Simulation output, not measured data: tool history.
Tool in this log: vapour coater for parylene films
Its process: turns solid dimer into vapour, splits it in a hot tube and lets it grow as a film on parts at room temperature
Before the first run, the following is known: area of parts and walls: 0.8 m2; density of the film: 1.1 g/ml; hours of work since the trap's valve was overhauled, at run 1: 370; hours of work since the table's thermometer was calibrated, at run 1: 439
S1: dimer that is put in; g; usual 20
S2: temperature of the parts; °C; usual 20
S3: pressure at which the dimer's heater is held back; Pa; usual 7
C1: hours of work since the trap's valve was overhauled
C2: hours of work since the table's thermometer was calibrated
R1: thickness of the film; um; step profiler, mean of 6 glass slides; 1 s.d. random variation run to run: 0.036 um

run,hour,S1,S2,S3,C1,C2,R1
1,0,20,20,7,370,439,11.95
# hour 25.5: trap's valve overhauled
2,46.8,20,20,10.69,9,458,11.81
3,69.6,20,20,5.87,19,468,12.94
4,114.1,16,20,7,38,487,10
5,151.5,16,20,7,54,503,10.01
6,191.6,16,20,7,71,520,10.06
7,235.1,20,15,7,90,539,13.65
8,283.1,20,20,7,111,559,12.45
9,306.2,20,22,7,120,569,12.03
10,334.4,20,20,6.04,133,581,12.67
11,359.7,20,20,6.04,143,592,12.66
12,399.5,20,20,6.04,161,609,12.67
13,419.8,20,20,7,169,618,12.38
14,460.9,20,28,7,187,636,10.69
15,501.8,20,28,7,205,653,10.69
16,521.9,20,20,7,213,662,12.36
17,550.9,20,20,7,226,674,12.25
18,585.3,20,20,7,240,689,12.22
19,629.1,20,20,7,259,708,12.24
20,667.2,20,20,7,276,724,12.2
21,701,20,20,7,290,739,12.15
22,748.1,20,20,7,310,759,12.02
23,791.5,20,17,7,329,778,12.74
24,835.5,20,17,7,348,797,12.68
25,879.2,18,30,5.3,367,815,9.45
# hour 911.7: trap's valve overhauled
26,914,19,25,7,1,829,11.07
27,944.2,21,25,11.43,14,841,11.28
28,982.8,21,13,2.17,31,858,18.21
29,1016,21,14,2.17,45,872,17.86
30,1062.9,21,27,8.19,65,892,11.36
31,1110.6,20,15,9.02,85,913,13.14
32,1155.8,20,15,9.02,105,932,13.18
33,1191.3,11,16,7.87,120,948,7.25
34,1239.1,26,16,7,141,968,17.4
35,1275.2,9,20,2.31,156,984,6.67
36,1297.6,9,20,2.31,166,993,6.66
37,1346.4,9,20,2.31,187,1014,6.71
38,1391.5,9,20,2.31,206,1034,6.64
39,1416.5,30,20,3.45,217,1044,20.81
40,1438.4,30,20,3.45,226,1054,20.79
# hour 1474.1: table's thermometer calibrated
41,1486.1,30,20,3.45,246,5,20.29
42,1532.4,30,20,3.45,266,25,20.26
43,1567.9,30,31,11.91,281,40,13.66
44,1601.7,30,31,11.91,296,55,13.61
45,1646.9,30,31,11.91,315,74,13.53
46,1674.5,20,23,6.18,327,86,11.53
47,1706.1,20,23,6.18,341,100,11.53

Consider 4 possible next runs. They are alternatives, not a sequence: every one starts from the tool as it was left by run 47. What does each give?
A,1741.4,22,20,7,356,115,?
B,1741.4,18,31,3.13,356,115,?
C,1741.4,20,13,4.79,356,115,?
D,1741.4,12,25,6.18,356,115,?

run,R1
A,13.06
B,10
C,14.26
D,6.65
Stripped of hidden state, with their random variation kept, the same runs would have yielded:
run,R1
A,13.77
B,10.54
C,15.03
D,7.01
